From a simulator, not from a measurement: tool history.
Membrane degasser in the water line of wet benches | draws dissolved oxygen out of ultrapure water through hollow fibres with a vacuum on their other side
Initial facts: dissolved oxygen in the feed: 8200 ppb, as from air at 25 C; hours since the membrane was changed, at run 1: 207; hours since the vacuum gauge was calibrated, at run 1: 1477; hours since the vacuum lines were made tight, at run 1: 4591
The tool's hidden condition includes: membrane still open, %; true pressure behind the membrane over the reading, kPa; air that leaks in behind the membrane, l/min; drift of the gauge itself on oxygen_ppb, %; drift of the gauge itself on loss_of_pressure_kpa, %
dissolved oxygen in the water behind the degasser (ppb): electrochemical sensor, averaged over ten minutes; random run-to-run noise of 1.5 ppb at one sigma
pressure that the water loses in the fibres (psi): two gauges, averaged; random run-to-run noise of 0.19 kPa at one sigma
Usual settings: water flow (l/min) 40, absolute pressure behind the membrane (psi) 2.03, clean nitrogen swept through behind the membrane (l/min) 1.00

run    hour  water flow (l/min)  absolute pressure behind the membrane (psi)  clean nitrogen swept through behind the membrane (l/min)  hours since the membrane was changed  hours since the vacuum gauge was calibrated  hours since the vacuum lines were made tight  dissolved oxygen in the water behind the degasser (ppb)  pressure that the water loses in the fibres (psi)
  1     0.0                  40                                         2.03                                                      1.00                                   207                                         1477                                          4591                                                    806.1                                              7.020
  2    57.6                  40                                         1.51                                                      1.00                                   265                                         1534                                          4649                                                    557.0                                              7.005
  3   104.1                  40                                         2.03                                                      2.70                                   311                                         1581                                          4696                                                    360.9                                              6.988
  4   147.9                  40                                         2.03                                                      2.70                                   355                                         1625                                          4739                                                    359.1                                              7.062
  5   186.8                  45                                         2.03                                                      1.00                                   394                                         1664                                          4778                                                    881.9                                              7.883
  6   235.5                  40                                         2.39                                                      1.00                                   443                                         1712                                          4827                                                    976.1                                              7.004
  7   277.8                  40                                         2.03                                                      1.00                                   485                                         1755                                          4869                                                    808.5                                              7.043
  8   320.9                  40                                         2.03                                                      1.00                                   528                                         1798                                          4912                                                    807.6                                              7.039
  9   377.5                  40                                         2.03                                                      1.83                                   585                                         1854                                          4969                                                    502.2                                              6.998
 10   427.2                  40                                         2.03                                                      1.83                                   634                                         1904                                          5019                                                    502.7                                              7.068
 11   453.7                  30                                         2.03                                                      1.00                                   661                                         1930                                          5045                                                    648.1                                              5.256
 12   491.1                  30                                         2.03                                                      1.00                                   698                                         1968                                          5083                                                    647.3                                              5.256
 13   516.2                  30                                         2.03                                                      1.00                                   724                                         1993                                          5108                                                    648.8                                              5.246
 14   553.9                  30                                         2.03                                                      0.51                                   761                                         2031                                          5145                                                   1058.5                                              5.297
 15   585.4                  30                                         2.03                                                      0.51                                   793                                         2062                                          5177                                                   1062.3                                              5.258
 16   644.7                  30                                         2.03                                                      0.51                                   852                                         2121                                          5236                                                   1060.9                                              5.285
 17   693.4                  30                                         2.03                                                      0.51                                   901                                         2170                                          5285                                                   1054.4                                              5.294
 18   718.8                  30                                         2.03                                                      0.51                                   926                                         2196                                          5310                                                   1059.7                                              5.256
 19   745.5                  43                                         1.64                                                      2.17                                   953                                         2222                                          5337                                                    355.0                                              7.541
 20   788.0                  43                                         1.64                                                      2.17                                   995                                         2265                                          5379                                                    356.2                                              7.571
 21   837.2                  43                                         1.64                                                      2.17                                  1045                                         2314                                          5429                                                    356.5                                              7.535
 22   874.6                  35                                         1.93                                                      2.15                                  1082                                         2351                                          5466                                                    366.8                                              6.128
 23   905.3                  41                                         2.71                                                      1.51                                  1113                                         2382                                          5497                                                    835.2                                              7.185
 24   942.0                  41                                         2.71                                                      1.51                                  1149                                         2419                                          5533                                                    836.0                                              7.168
 25   985.7                  41                                         2.71                                                      1.51                                  1193                                         2462                                          5577                                                    837.2                                              7.211
 26  1013.3                  41                                         2.71                                                      1.51                                  1221                                         2490                                          5605                                                    835.9                                              7.242
 27  1055.3                  30                                         2.76                                                      1.27                                  1263                                         2532                                          5647                                                    757.9                                              5.287
 28  1086.6                  30                                         2.76                                                      1.27                                  1294                                         2563                                          5678                                                    759.9                                              5.300
 29  1115.2                  31                                         2.03                                                      0.70                                  1322                                         2592                                          5707                                                    871.3                                              5.427
 30  1151.2                  49                                         2.03                                                      0.70                                  1359                                         2628                                          5743                                                   1202.3                                              8.599
 31  1207.5                  28                                         2.89                                                      1.50                                  1415                                         2684                                          5799                                                    661.6                                              4.941

Forecast each of these 3 alternatives for the next run:
  A  1241.1                  37                                         2.89                                                      1.50                                  1448                                         2718                                          5833                                                        ?                                                  ?
  B  1241.1                  40                                         1.42                                                      1.00                                  1448                                         2718                                          5833                                                        ?                                                  ?
  C  1241.1                  31                                         2.89                                                      1.18                                  1448                                         2718                                          5833                                                        ?                                                  ?

run  dissolved oxygen in the water behind the degasser (ppb)  pressure that the water loses in the fibres (psi)
  A                                                    827.9                                              6.492
  B                                                    518.5                                              7.027
  C                                                    867.3                                              5.401
With the hidden condition removed and each run's random variation left untouched, the same runs would have given:
run  dissolved oxygen in the water behind the degasser (ppb)  pressure that the water loses in the fibres (psi)
  A                                                    818.8                                              6.454
  B                                                    506.9                                              6.986
  C                                                    857.6                                              5.371
